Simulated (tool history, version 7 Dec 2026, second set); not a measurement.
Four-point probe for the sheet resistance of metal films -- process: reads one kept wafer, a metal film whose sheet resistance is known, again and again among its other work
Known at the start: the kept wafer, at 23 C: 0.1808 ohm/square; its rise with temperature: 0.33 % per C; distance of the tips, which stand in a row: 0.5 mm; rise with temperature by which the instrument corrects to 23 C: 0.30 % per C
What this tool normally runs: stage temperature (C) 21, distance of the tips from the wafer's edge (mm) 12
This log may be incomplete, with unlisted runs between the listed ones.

| run | hour | stage temperature (C) | distance of the tips from the wafer's edge (mm) | sheet resistance as the instrument gives it (ohm/square) |
|---|---|---|---|---|
| 1 | 0.0 | 21 | 12 | 0.180838 |
| 2 | 78.0 | 21 | 12 | 0.180829 |
| 3 | 188.0 | 21 | 12 | 0.180895 |
| 4 | 297.8 | 21 | 12 | 0.180859 |
| 5 | 379.9 | 21 | 12 | 0.180900 |
| 6 | 457.4 | 21 | 6 | 0.181393 |
| 7 | 575.6 | 21 | 6 | 0.181338 |
| 8 | 680.2 | 35 | 6 | 0.182082 |
| 9 | 785.8 | 35 | 6 | 0.182058 |
| 10 | 896.6 | 26 | 12 | 0.181155 |
| 11 | 1015.9 | 26 | 12 | 0.181090 |
| 12 | 1144.1 | 21 | 12 | 0.180868 |
| 13 | 1260.5 | 21 | 12 | 0.180860 |
| 14 | 1330.8 | 22 | 12 | 0.180951 |
| 15 | 1422.6 | 22 | 12 | 0.180961 |
| 16 | 1524.9 | 21 | 12 | 0.180906 |
| 17 | 1621.8 | 21 | 12 | 0.180861 |
| 18 | 1686.6 | 21 | 12 | 0.180862 |
| 19 | 1783.4 | 21 | 12 | 0.180904 |
| 20 | 1840.3 | 21 | 12 | 0.180825 |
| 21 | 1954.6 | 21 | 12 | 0.180807 |
| 22 | 2007.0 | 21 | 12 | 0.180881 |
| 23 | 2126.8 | 26 | 50 | 0.180912 |
|  | 2220.9 | stage's thermometer calibrated |
| 24 | 2222.0 | 22 | 5 | 0.181694 |
| 25 | 2323.2 | 23 | 12 | 0.181012 |
| 26 | 2383.0 | 20 | 30 | 0.180678 |
| 27 | 2464.5 | 27 | 4 | 0.182483 |
| 28 | 2547.5 | 28 | 12 | 0.181164 |
| 29 | 2607.2 | 19 | 39 | 0.180651 |
| 30 | 2736.4 | 19 | 39 | 0.180607 |
| 31 | 2809.2 | 25 | 43 | 0.180914 |
| 32 | 2919.2 | 27 | 6 | 0.181628 |
| 33 | 2977.7 | 27 | 6 | 0.181740 |
| 34 | 3030.2 | 23 | 4 | 0.182285 |
| 35 | 3131.3 | 28 | 9 | 0.181318 |
| 36 | 3188.5 | 21 | 38 | 0.180709 |
| 37 | 3259.4 | 21 | 38 | 0.180702 |

Run 38, settings as shown, results not yet in. Your forecast:
| 38 | 3338.8 | 25 | 48 | ? |

Run 38 gave sheet resistance as the instrument gives it (ohm/square) 0.180887.
Minus the tool's unlogged condition, the same run would have read sheet resistance as the instrument gives it (ohm/square) 0.180893.

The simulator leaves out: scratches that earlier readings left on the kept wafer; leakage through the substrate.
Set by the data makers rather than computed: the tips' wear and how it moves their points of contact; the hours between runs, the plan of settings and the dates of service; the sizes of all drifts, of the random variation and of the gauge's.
